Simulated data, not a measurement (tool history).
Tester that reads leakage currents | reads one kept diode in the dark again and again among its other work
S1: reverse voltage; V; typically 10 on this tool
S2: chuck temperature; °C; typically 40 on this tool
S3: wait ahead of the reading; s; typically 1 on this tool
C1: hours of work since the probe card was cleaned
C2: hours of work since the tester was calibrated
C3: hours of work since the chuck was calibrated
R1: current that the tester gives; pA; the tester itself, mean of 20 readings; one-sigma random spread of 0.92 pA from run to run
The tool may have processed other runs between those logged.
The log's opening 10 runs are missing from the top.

| run | hour | S1 | S2 | S3 | C1 | C2 | C3 | R1 |
|---|---|---|---|---|---|---|---|---|
|  | 542.7 | probe card cleaned and baked |
| 11 | 542.7 | 10 | 30 | 1 | 0 | 1872 | 1220 | 154.64 |
| 12 | 590.6 | 19.4 | 30 | 1 | 33 | 1905 | 1253 | 205.19 |
| 13 | 626.1 | 19.4 | 30 | 1 | 58 | 1930 | 1278 | 204.48 |
| 14 | 666.3 | 9.3 | 40 | 1 | 86 | 1958 | 1306 | 302.39 |
| 15 | 703.4 | 9.3 | 40 | 1 | 112 | 1984 | 1332 | 301.81 |
| 16 | 743.7 | 9.3 | 40 | 1 | 140 | 2012 | 1360 | 304.39 |
| 17 | 803.7 | 6.1 | 39 | 9.62 | 182 | 2054 | 1402 | 238.02 |
| 18 | 863.8 | 6.1 | 51 | 0.56 | 224 | 2096 | 1444 | 525.88 |
| 19 | 915 | 10 | 40 | 3.06 | 260 | 2131 | 1480 | 310.25 |
| 20 | 987.2 | 13.5 | 23 | 7.07 | 310 | 2182 | 1530 | 106.72 |
| 21 | 1041.6 | 13.5 | 23 | 7.07 | 348 | 2220 | 1568 | 106.99 |
| 22 | 1117.3 | 13.5 | 23 | 7.07 | 401 | 2272 | 1621 | 107.4 |
| 23 | 1162.1 | 6 | 33 | 2.95 | 432 | 2304 | 1652 | 158.26 |
| 24 | 1238.9 | 13.7 | 40 | 1 | 486 | 2357 | 1706 | 361.02 |
| 25 | 1310.3 | 18.4 | 42 | 4.56 | 536 | 2407 | 1755 | 463.96 |
| 26 | 1372.4 | 9.5 | 42 | 4.36 | 579 | 2451 | 1799 | 352.81 |
| 27 | 1444.8 | 1.3 | 38 | 6.08 | 629 | 2501 | 1849 | 120.11 |
| 28 | 1489.4 | 1.3 | 38 | 6.08 | 660 | 2532 | 1880 | 120.83 |
| 29 | 1541.2 | 2.7 | 49 | 0.58 | 697 | 2568 | 1917 | 335.13 |
| 30 | 1615.8 | 2.7 | 33 | 0.59 | 749 | 2620 | 1969 | 115.1 |
| 31 | 1651.6 | 9 | 40 | 1 | 774 | 2645 | 1994 | 305.25 |

Predict each of these 4 candidate next runs independently; none follows another, all start after run 31:
| A | 1713.8 | 9 | 59 | 5.04 | 817 | 2689 | 2037 | ? |
| B | 1713.8 | 7.3 | 38 | 0.45 | 817 | 2689 | 2037 | ? |
| C | 1713.8 | 3.7 | 40 | 1 | 817 | 2689 | 2037 | ? |
| D | 1713.8 | 5 | 45 | 8.92 | 817 | 2689 | 2037 | ? |

| run | R1 |
|---|---|
| A | 1009.83 |
| B | 246.87 |
| C | 212.28 |
| D | 332.96 |
The same runs, with their run-to-run variation unchanged, on a tool lacking any hidden condition would have given:
| run | R1 |
|---|---|
| A | 982.96 |
| B | 237.18 |
| C | 205.15 |
| D | 322.42 |
